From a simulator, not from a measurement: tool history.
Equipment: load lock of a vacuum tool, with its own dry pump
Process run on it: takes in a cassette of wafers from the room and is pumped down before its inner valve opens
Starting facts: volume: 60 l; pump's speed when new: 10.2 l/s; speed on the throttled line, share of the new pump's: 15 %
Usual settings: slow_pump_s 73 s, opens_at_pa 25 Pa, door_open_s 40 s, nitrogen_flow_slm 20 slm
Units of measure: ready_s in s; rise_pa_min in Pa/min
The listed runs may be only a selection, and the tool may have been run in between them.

run,hour,slow_pump_s,opens_at_pa,door_open_s,nitrogen_flow_slm,"incoming humidity of the room's air, %",ready_s,rise_pa_min
1,0,73,25,40,20,45,114.6,0.031
2,67.7,73,25,99,20,45.6,114.8,0.037
3,146.3,73,25,99,20,46.2,114,0.04
4,202.7,73,25,99,20,46,115.6,0.039
5,285.3,73,25,40,20,44.4,114.7,0.028
6,326.8,73,25,40,37,45.3,114.2,0.021
7,394.9,73,25,40,37,42.6,114.2,0.028
8,456.7,73,25,40,37,41.6,114.6,0.03
9,503.7,73,25,40,37,46.1,113.3,0.026
10,568.7,73,25,40,37,47.9,114.2,0.033
11,655.3,73,47,40,20,45.1,109.9,0.034
12,717.9,48,25,40,20,47.2,93.3,0.037
13,771,73,25,48,20,46,113.9,0.034
14,842,73,25,48,20,45.9,114.6,0.04
15,886.9,73,25,48,20,44.9,115.8,0.042
16,954.4,73,25,40,20,42.7,114.9,0.042
17,1039,73,25,40,20,44.7,115.9,0.037
18,1102.4,73,25,40,6,48.4,114.7,0.049
19,1190,63,25,40,41,42.4,106.5,0.031
20,1279.9,63,25,40,41,46.2,107.4,0.033
21,1324.5,63,25,40,41,45.9,107.2,0.04
22,1408.3,72,19,47,4,41,115,0.052

Run 23, settings as shown, results not yet in. Your forecast:
23,1463.9,71,19,47,8,46.2,?,?

Run 23 gave ready_s 116.7 s, rise_pa_min 0.051 Pa/min.
Had the tool carried no hidden state, the very same run would have given ready_s 112 s, rise_pa_min 0.027 Pa/min.

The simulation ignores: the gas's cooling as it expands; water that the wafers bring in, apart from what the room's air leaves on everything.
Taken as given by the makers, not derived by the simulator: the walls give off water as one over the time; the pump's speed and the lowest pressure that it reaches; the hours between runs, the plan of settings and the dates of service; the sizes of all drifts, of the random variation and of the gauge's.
